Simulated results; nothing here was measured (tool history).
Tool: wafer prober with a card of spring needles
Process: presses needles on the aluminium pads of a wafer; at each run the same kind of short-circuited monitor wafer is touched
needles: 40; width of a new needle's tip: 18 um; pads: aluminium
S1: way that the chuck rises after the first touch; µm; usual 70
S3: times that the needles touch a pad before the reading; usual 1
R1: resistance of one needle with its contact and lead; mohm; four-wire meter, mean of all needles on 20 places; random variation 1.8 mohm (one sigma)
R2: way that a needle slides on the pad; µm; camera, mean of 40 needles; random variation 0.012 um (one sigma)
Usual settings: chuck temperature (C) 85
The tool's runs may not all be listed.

{"run": 1, "day": 0.0, "S1": 70, "chuck temperature (C)": 85, "S3": 1, "R1": 195, "R2": 10.2}
{"run": 2, "day": 0.438, "S1": 70, "chuck temperature (C)": 85, "S3": 1, "R1": 194, "R2": 10.2}
{"day": 0.629, "done": "tips cleaned on abrasive film"}
{"run": 3, "day": 1.104, "S1": 70, "chuck temperature (C)": 85, "S3": 1, "R1": 193, "R2": 10.19}
{"day": 1.454, "done": "tips cleaned on abrasive film"}
{"run": 4, "day": 1.454, "S1": 70, "chuck temperature (C)": 85, "S3": 1, "R1": 197, "R2": 10.18}
{"run": 5, "day": 1.808, "S1": 70, "chuck temperature (C)": 85, "S3": 1, "R1": 197, "R2": 10.22}
{"day": 2.283, "done": "tips cleaned on abrasive film"}
{"run": 6, "day": 2.504, "S1": 70, "chuck temperature (C)": 85, "S3": 1, "R1": 193, "R2": 10.17}
{"run": 7, "day": 3.05, "S1": 70, "chuck temperature (C)": 85, "S3": 1, "R1": 197, "R2": 10.2}
{"day": 3.121, "done": "tips cleaned on abrasive film"}
{"run": 8, "day": 3.592, "S1": 70, "chuck temperature (C)": 122, "S3": 1, "R1": 201, "R2": 10.18}
{"day": 3.988, "done": "tips cleaned on abrasive film"}
{"run": 9, "day": 4.071, "S1": 70, "chuck temperature (C)": 53, "S3": 1, "R1": 189, "R2": 10.18}
{"run": 10, "day": 4.775, "S1": 70, "chuck temperature (C)": 53, "S3": 2, "R1": 190, "R2": 10.19}
{"day": 4.829, "done": "tips cleaned on abrasive film"}
{"run": 11, "day": 5.267, "S1": 70, "chuck temperature (C)": 53, "S3": 2, "R1": 189, "R2": 10.2}
{"day": 5.667, "done": "tips cleaned on abrasive film"}
{"run": 12, "day": 5.771, "S1": 70, "chuck temperature (C)": 39, "S3": 2, "R1": 184, "R2": 10.18}
{"run": 13, "day": 6.271, "S1": 70, "chuck temperature (C)": 39, "S3": 2, "R1": 184, "R2": 10.19}
{"day": 6.5, "done": "tips cleaned on abrasive film"}
{"run": 14, "day": 6.621, "S1": 79, "chuck temperature (C)": 85, "S3": 1, "R1": 190, "R2": 11.51}
{"run": 15, "day": 7.154, "S1": 76, "chuck temperature (C)": 85, "S3": 1, "R1": 193, "R2": 11.04}
{"day": 7.333, "done": "tips cleaned on abrasive film"}
{"run": 16, "day": 7.725, "S1": 60, "chuck temperature (C)": 99, "S3": 1, "R1": 202, "R2": 8.73}
{"run": 17, "day": 8.146, "S1": 60, "chuck temperature (C)": 99, "S3": 1, "R1": 205, "R2": 8.75}
{"day": 8.196, "done": "tips cleaned on abrasive film"}
{"run": 18, "day": 8.696, "S1": 75, "chuck temperature (C)": 48, "S3": 2, "R1": 186, "R2": 10.9}
{"day": 9.025, "done": "tips cleaned on abrasive film"}
{"run": 19, "day": 9.067, "S1": 75, "chuck temperature (C)": 48, "S3": 2, "R1": 187, "R2": 10.93}
{"run": 20, "day": 9.683, "S1": 75, "chuck temperature (C)": 48, "S3": 2, "R1": 185, "R2": 10.93}
{"day": 9.867, "done": "tips cleaned on abrasive film"}
{"run": 21, "day": 10.35, "S1": 76, "chuck temperature (C)": 117, "S3": 1, "R1": 198, "R2": 11.04}

Forecast each of these 4 alternatives for the next run:
{"day": 10.738, "done": "tips cleaned on abrasive film"}
{"run": "A", "day": 10.854, "S1": 70, "chuck temperature (C)": 71, "S3": 2, "R1": "?", "R2": "?"}
{"day": 10.738, "done": "tips cleaned on abrasive film"}
{"run": "B", "day": 10.854, "S1": 70, "chuck temperature (C)": 102, "S3": 1, "R1": "?", "R2": "?"}
{"day": 10.738, "done": "tips cleaned on abrasive film"}
{"run": "C", "day": 10.854, "S1": 86, "chuck temperature (C)": 39, "S3": 2, "R1": "?", "R2": "?"}
{"day": 10.738, "done": "tips cleaned on abrasive film"}
{"run": "D", "day": 10.854, "S1": 51, "chuck temperature (C)": 33, "S3": 2, "R1": "?", "R2": "?"}

run=A R1=191 R2=10.18
run=B R1=199 R2=10.18
run=C R1=179 R2=12.52
run=D R1=191 R2=7.42
Without the tool's hidden state the same runs would have given:
run=A R1=191 R2=10.19
run=B R1=199 R2=10.18
run=C R1=179 R2=12.52
run=D R1=190 R2=7.42
